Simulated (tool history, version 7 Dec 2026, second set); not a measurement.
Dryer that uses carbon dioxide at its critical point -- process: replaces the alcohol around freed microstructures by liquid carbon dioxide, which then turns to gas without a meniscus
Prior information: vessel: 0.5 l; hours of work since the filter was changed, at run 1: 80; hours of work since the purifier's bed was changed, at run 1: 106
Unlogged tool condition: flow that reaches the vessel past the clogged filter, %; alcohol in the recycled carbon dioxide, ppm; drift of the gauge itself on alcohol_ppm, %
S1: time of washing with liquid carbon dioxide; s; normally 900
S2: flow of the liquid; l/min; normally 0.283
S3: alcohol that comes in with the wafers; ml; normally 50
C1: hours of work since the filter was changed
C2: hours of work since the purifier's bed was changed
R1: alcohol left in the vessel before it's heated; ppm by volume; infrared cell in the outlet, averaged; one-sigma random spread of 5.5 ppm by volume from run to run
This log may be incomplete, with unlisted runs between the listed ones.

| run | day | S1 | S2 | S3 | C1 | C2 | R1 |
|---|---|---|---|---|---|---|---|
| 1 | 0.000 | 900 | 0.283 | 50 | 80 | 106 | 217 |
| 2 | 0.408 | 660 | 0.283 | 50 | 83 | 109 | 1041 |
| 3 | 0.867 | 660 | 0.283 | 50 | 87 | 113 | 1007 |
| 4 | 1.392 | 660 | 0.283 | 50 | 92 | 118 | 1096 |
| 5 | 1.875 | 900 | 0.283 | 50 | 96 | 122 | 246 |
| 6 | 2.188 | 900 | 0.331 | 50 | 99 | 125 | 97 |
| 7 | 2.808 | 900 | 0.331 | 50 | 104 | 130 | 108 |
| 8 | 3.171 | 900 | 0.331 | 50 | 107 | 133 | 95 |
| 9 | 3.717 | 900 | 0.283 | 50 | 112 | 138 | 241 |
| 10 | 4.200 | 900 | 0.283 | 50 | 116 | 142 | 249 |
| 11 | 4.675 | 1320 | 0.267 | 77 | 120 | 146 | 65 |
| 12 | 4.950 | 840 | 0.435 | 46 | 122 | 148 | 48 |
| 13 | 5.438 | 600 | 0.353 | 39 | 127 | 153 | 496 |
| 14 | 5.838 | 840 | 0.447 | 113 | 130 | 156 | 58 |
| 15 | 6.379 | 1260 | 0.283 | 55 | 135 | 161 | 61 |
| 16 | 6.983 | 1260 | 0.283 | 55 | 140 | 166 | 71 |
| 17 | 7.283 | 1080 | 0.436 | 55 | 143 | 168 | 44 |
| 18 | 7.629 | 900 | 0.283 | 88 | 145 | 171 | 475 |
| 19 | 8.012 | 900 | 0.173 | 29 | 149 | 175 | 1630 |
| 20 | 8.508 | 660 | 0.263 | 96 | 153 | 179 | 3274 |

Predict each of these 5 candidate next runs independently; none follows another, all start after run 20:
| A | 8.854 | 780 | 0.277 | 95 | 156 | 182 | ? |
| B | 8.854 | 1140 | 0.283 | 35 | 156 | 182 | ? |
| C | 8.854 | 960 | 0.470 | 21 | 156 | 182 | ? |
| D | 8.854 | 900 | 0.283 | 27 | 156 | 182 | ? |
| E | 8.854 | 720 | 0.283 | 50 | 156 | 182 | ? |

| run | R1 |
|---|---|
| A | 1225 |
| B | 77 |
| C | 46 |
| D | 178 |
| E | 849 |
The same runs, with their run-to-run variation unchanged, on a tool lacking any hidden condition would have given:
| run | R1 |
|---|---|
| A | 762 |
| B | 19 |
| C | 3 |
| D | 80 |
| E | 534 |
